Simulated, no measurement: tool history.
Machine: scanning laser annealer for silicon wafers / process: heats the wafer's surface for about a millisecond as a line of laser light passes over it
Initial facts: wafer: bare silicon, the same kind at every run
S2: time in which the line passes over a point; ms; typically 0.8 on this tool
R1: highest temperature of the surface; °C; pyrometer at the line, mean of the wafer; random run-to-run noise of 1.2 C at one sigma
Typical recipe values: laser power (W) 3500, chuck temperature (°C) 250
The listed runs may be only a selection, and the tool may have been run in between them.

Run 1, hour 0: usual settings. Result: R1 1005 °C.
Run 2, hour 63.6: usual settings. Result: R1 1003 °C.
Run 3, hour 116: usual settings but chuck temperature (°C) 227. Result: R1 980 °C.
Run 4, hour 163: usual settings but chuck temperature (°C) 227. Result: R1 978 °C.
Run 5, hour 225.9: usual settings but chuck temperature (°C) 227. Result: R1 978 °C.
Run 6, hour 254.8: usual settings. Result: R1 1001 °C.
Run 7, hour 317.9: usual settings but laser power (W) 3195, S2 0.947 ms. Result: R1 992 °C.
Run 8, hour 379.7: usual settings but S2 0.988 ms. Result: R1 1078 °C.
Run 9, hour 407: usual settings but S2 0.881 ms. Result: R1 1033 °C.
Run 10, hour 450.3: usual settings but laser power (W) 3698, chuck temperature (°C) 224. Result: R1 1014 °C.
Run 11, hour 512: usual settings but laser power (W) 3657, S2 0.961 ms, chuck temperature (°C) 243. Result: R1 1096 °C.

Put back what was entered between runs (1 entry, withheld): which listed runs does each sit between, and how does the hidden state differ from the listed run before to the listed run after?
In the gap between runs 6 and 7: laser's power meter calibrated (hour 263.1)
  light that passes the window, % of a clean one's: 98.43 -> 98.31; laser's true power over the reading, %: 0.45 -> 0.57; width of the line over the set one, %: 0.62 -> 0.66
  the result without the hidden state subtracted from the measured one, R1: -11 -> -11 °C
